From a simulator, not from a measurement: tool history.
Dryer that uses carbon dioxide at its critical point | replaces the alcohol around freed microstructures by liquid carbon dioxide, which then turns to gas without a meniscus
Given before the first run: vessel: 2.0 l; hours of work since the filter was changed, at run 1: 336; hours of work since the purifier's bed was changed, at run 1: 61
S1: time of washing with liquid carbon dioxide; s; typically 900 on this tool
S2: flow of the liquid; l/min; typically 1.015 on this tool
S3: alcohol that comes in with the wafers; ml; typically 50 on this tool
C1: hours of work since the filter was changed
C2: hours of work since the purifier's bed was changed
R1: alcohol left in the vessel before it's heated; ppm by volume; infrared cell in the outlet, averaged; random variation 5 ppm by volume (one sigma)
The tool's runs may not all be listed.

| run | hour | S1 | S2 | S3 | C1 | C2 | R1 |
|---|---|---|---|---|---|---|---|
| 1 | 0.0 | 900 | 1.015 | 50 | 336 | 61 | 46 |
| 2 | 8.7 | 1380 | 1.015 | 50 | 343 | 68 | 20 |
|  | 12.9 | inlet filter changed |
| 3 | 24.6 | 900 | 0.760 | 50 | 9 | 79 | 116 |
| 4 | 37.5 | 900 | 0.760 | 50 | 19 | 89 | 124 |
| 5 | 45.1 | 900 | 1.015 | 36 | 25 | 95 | 26 |
| 6 | 56.8 | 900 | 0.960 | 36 | 34 | 104 | 32 |
| 7 | 65.8 | 900 | 1.015 | 50 | 41 | 111 | 37 |
| 8 | 74.5 | 900 | 1.015 | 50 | 48 | 118 | 31 |
| 9 | 84.5 | 900 | 1.015 | 50 | 55 | 126 | 41 |
| 10 | 98.5 | 900 | 1.015 | 50 | 66 | 137 | 47 |
| 11 | 115.2 | 900 | 0.660 | 50 | 79 | 150 | 271 |
| 12 | 124.4 | 1380 | 0.660 | 50 | 86 | 157 | 37 |
| 13 | 132.1 | 540 | 1.690 | 31 | 92 | 163 | 40 |
| 14 | 144.3 | 540 | 1.690 | 31 | 102 | 172 | 45 |
| 15 | 160.3 | 600 | 1.590 | 43 | 114 | 184 | 42 |
| 16 | 176.0 | 600 | 1.590 | 43 | 126 | 197 | 34 |
| 17 | 189.5 | 600 | 0.830 | 54 | 137 | 207 | 586 |
| 18 | 207.1 | 600 | 0.820 | 60 | 150 | 221 | 680 |
| 19 | 218.4 | 1320 | 1.350 | 39 | 159 | 229 | 37 |
| 20 | 229.1 | 1080 | 0.760 | 50 | 167 | 238 | 79 |
| 21 | 241.8 | 600 | 0.710 | 50 | 177 | 247 | 966 |
| 22 | 252.9 | 660 | 0.960 | 45 | 186 | 256 | 205 |
| 23 | 269.2 | 780 | 0.960 | 31 | 198 | 269 | 86 |

4 options for the next run, each taken on its own from the tool as it stands now. Forecast them:
| A | 278.5 | 1260 | 1.015 | 101 | 206 | 276 | ? |
| B | 278.5 | 660 | 0.950 | 35 | 206 | 276 | ? |
| C | 278.5 | 900 | 1.015 | 63 | 206 | 276 | ? |
| D | 278.5 | 660 | 0.980 | 106 | 206 | 276 | ? |

| run | R1 |
|---|---|
| A | 38 |
| B | 180 |
| C | 61 |
| D | 402 |
Stripped of hidden state, with their random variation kept, the same runs would have yielded:
| run | R1 |
|---|---|
| A | 7 |
| B | 120 |
| C | 22 |
| D | 296 |
